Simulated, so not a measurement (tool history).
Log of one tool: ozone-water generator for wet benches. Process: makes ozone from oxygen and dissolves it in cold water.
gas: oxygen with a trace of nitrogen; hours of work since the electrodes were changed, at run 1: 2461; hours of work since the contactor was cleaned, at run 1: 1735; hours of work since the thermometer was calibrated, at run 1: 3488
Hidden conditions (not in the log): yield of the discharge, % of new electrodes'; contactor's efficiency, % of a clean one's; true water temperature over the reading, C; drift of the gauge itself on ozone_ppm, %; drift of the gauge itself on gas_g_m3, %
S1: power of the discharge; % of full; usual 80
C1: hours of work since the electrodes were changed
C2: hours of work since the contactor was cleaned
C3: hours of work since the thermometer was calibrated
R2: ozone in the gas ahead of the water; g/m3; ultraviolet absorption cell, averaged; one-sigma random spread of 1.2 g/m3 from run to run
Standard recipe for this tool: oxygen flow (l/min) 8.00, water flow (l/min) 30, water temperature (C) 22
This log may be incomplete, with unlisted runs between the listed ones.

run 1 hour=0.0 | S1=80 oxygen_flow_(l/min)=8.00 water_flow_(l/min)=30 water_temperature_(C)=22 | C1=2461 C2=1735 C3=3488 | dissolved_ozone_(ppm)=26.1 R2=226.1
run 2 hour=186.7 | S1=80 oxygen_flow_(l/min)=8.00 water_flow_(l/min)=30 water_temperature_(C)=22 | C1=2577 C2=1851 C3=3604 | dissolved_ozone_(ppm)=25.8 R2=226.7
run 3 hour=300.5 | S1=80 oxygen_flow_(l/min)=6.88 water_flow_(l/min)=30 water_temperature_(C)=22 | C1=2647 C2=1922 C3=3674 | dissolved_ozone_(ppm)=25.4 R2=244.2
run 4 hour=482.1 | S1=80 oxygen_flow_(l/min)=6.88 water_flow_(l/min)=30 water_temperature_(C)=22 | C1=2760 C2=2035 C3=3787 | dissolved_ozone_(ppm)=25.6 R2=240.4
run 5 hour=590.3 | S1=80 oxygen_flow_(l/min)=8.00 water_flow_(l/min)=30 water_temperature_(C)=22 | C1=2828 C2=2102 C3=3855 | dissolved_ozone_(ppm)=25.6 R2=226.6
run 6 hour=782.9 | S1=80 oxygen_flow_(l/min)=8.00 water_flow_(l/min)=30 water_temperature_(C)=22 | C1=2947 C2=2222 C3=3974 | dissolved_ozone_(ppm)=25.7 R2=226.4
run 7 hour=883.3 | S1=80 oxygen_flow_(l/min)=8.00 water_flow_(l/min)=30 water_temperature_(C)=23 | C1=3010 C2=2284 C3=4037 | dissolved_ozone_(ppm)=25.7 R2=224.4
run 8 hour=1082.2 | S1=80 oxygen_flow_(l/min)=8.00 water_flow_(l/min)=30 water_temperature_(C)=23 | C1=3133 C2=2408 C3=4160 | dissolved_ozone_(ppm)=25.2 R2=227.1
run 9 hour=1267.3 | S1=80 oxygen_flow_(l/min)=8.00 water_flow_(l/min)=30 water_temperature_(C)=22 | C1=3248 C2=2523 C3=4275 | dissolved_ozone_(ppm)=25.6 R2=226.6
run 10 hour=1418.7 | S1=80 oxygen_flow_(l/min)=8.00 water_flow_(l/min)=30 water_temperature_(C)=24 | C1=3342 C2=2617 C3=4369 | dissolved_ozone_(ppm)=24.9 R2=227.6
run 11 hour=1556.0 | S1=49 oxygen_flow_(l/min)=8.00 water_flow_(l/min)=30 water_temperature_(C)=24 | C1=3428 C2=2702 C3=4455 | dissolved_ozone_(ppm)=19.4 R2=176.6
run 12 hour=1758.0 | S1=58 oxygen_flow_(l/min)=12.85 water_flow_(l/min)=25 water_temperature_(C)=16 | C1=3553 C2=2828 C3=4580 | dissolved_ozone_(ppm)=27.2 R2=156.0
run 13 hour=1860.6 | S1=58 oxygen_flow_(l/min)=12.85 water_flow_(l/min)=25 water_temperature_(C)=16 | C1=3617 C2=2892 C3=4644 | dissolved_ozone_(ppm)=27.3 R2=156.1
run 14 hour=2057.8 | S1=52 oxygen_flow_(l/min)=7.41 water_flow_(l/min)=30 water_temperature_(C)=22 | C1=3739 C2=3014 C3=4766 | dissolved_ozone_(ppm)=20.6 R2=189.0
run 15 hour=2170.7 | S1=62 oxygen_flow_(l/min)=7.41 water_flow_(l/min)=30 water_temperature_(C)=22 | C1=3810 C2=3084 C3=4837 | dissolved_ozone_(ppm)=22.6 R2=206.0
run 16 hour=2313.9 | S1=62 oxygen_flow_(l/min)=7.41 water_flow_(l/min)=30 water_temperature_(C)=22 | C1=3899 C2=3173 C3=4926 | dissolved_ozone_(ppm)=22.6 R2=204.0
run 17 hour=2462.1 | S1=80 oxygen_flow_(l/min)=8.00 water_flow_(l/min)=24 water_temperature_(C)=22 | C1=3991 C2=3265 C3=5018 | dissolved_ozone_(ppm)=30.3 R2=225.6
run 18 hour=2609.4 | S1=80 oxygen_flow_(l/min)=8.00 water_flow_(l/min)=24 water_temperature_(C)=22 | C1=4082 C2=3357 C3=5109 | dissolved_ozone_(ppm)=29.8 R2=227.8
run 19 hour=2720.6 | S1=80 oxygen_flow_(l/min)=4.97 water_flow_(l/min)=30 water_temperature_(C)=16 | C1=4151 C2=3426 C3=5178 | dissolved_ozone_(ppm)=26.2 R2=281.1
run 20 hour=2877.3 | S1=55 oxygen_flow_(l/min)=7.78 water_flow_(l/min)=45 water_temperature_(C)=28 | C1=4249 C2=3523 C3=5276 | dissolved_ozone_(ppm)=14.5 R2=189.2
run 21 hour=3085.8 | S1=55 oxygen_flow_(l/min)=7.78 water_flow_(l/min)=45 water_temperature_(C)=28 | C1=4378 C2=3653 C3=5405 | dissolved_ozone_(ppm)=14.3 R2=190.0
run 22 hour=3260.8 | S1=55 oxygen_flow_(l/min)=7.78 water_flow_(l/min)=45 water_temperature_(C)=28 | C1=4487 C2=3762 C3=5514 | dissolved_ozone_(ppm)=14.4 R2=191.2

Here are 5 independent what-if runs from the current tool condition. What would each one return?
-- hour=3330.7 water thermometer calibrated
run A hour=3449.2 | S1=93 oxygen_flow_(l/min)=9.94 water_flow_(l/min)=45 water_temperature_(C)=28 | C1=4604 C2=3878 C3=74 | dissolved_ozone_(ppm)=? R2=?
-- hour=3330.7 water thermometer calibrated
run B hour=3449.2 | S1=80 oxygen_flow_(l/min)=8.00 water_flow_(l/min)=22 water_temperature_(C)=22 | C1=4604 C2=3878 C3=74 | dissolved_ozone_(ppm)=? R2=?
-- hour=3330.7 water thermometer calibrated
run C hour=3449.2 | S1=60 oxygen_flow_(l/min)=8.00 water_flow_(l/min)=30 water_temperature_(C)=17 | C1=4604 C2=3878 C3=74 | dissolved_ozone_(ppm)=? R2=?
-- hour=3330.7 water thermometer calibrated
run D hour=3449.2 | S1=55 oxygen_flow_(l/min)=7.78 water_flow_(l/min)=31 water_temperature_(C)=21 | C1=4604 C2=3878 C3=74 | dissolved_ozone_(ppm)=? R2=?
-- hour=3330.7 water thermometer calibrated
run E hour=3449.2 | S1=62 oxygen_flow_(l/min)=7.77 water_flow_(l/min)=30 water_temperature_(C)=19 | C1=4604 C2=3878 C3=74 | dissolved_ozone_(ppm)=? R2=?

run=A dissolved_ozone_(ppm)=18.9 R2=222.4
run=B dissolved_ozone_(ppm)=31.7 R2=227.4
run=C dissolved_ozone_(ppm)=23.8 R2=196.4
run=D dissolved_ozone_(ppm)=21.1 R2=190.1
run=E dissolved_ozone_(ppm)=23.7 R2=203.9
Take away the tool's hidden state, keep each run's random variation, and the runs would have read:
run=A dissolved_ozone_(ppm)=18.9 R2=219.3
run=B dissolved_ozone_(ppm)=31.7 R2=224.2
run=C dissolved_ozone_(ppm)=23.8 R2=193.6
run=D dissolved_ozone_(ppm)=21.1 R2=187.4
run=E dissolved_ozone_(ppm)=23.7 R2=201.0

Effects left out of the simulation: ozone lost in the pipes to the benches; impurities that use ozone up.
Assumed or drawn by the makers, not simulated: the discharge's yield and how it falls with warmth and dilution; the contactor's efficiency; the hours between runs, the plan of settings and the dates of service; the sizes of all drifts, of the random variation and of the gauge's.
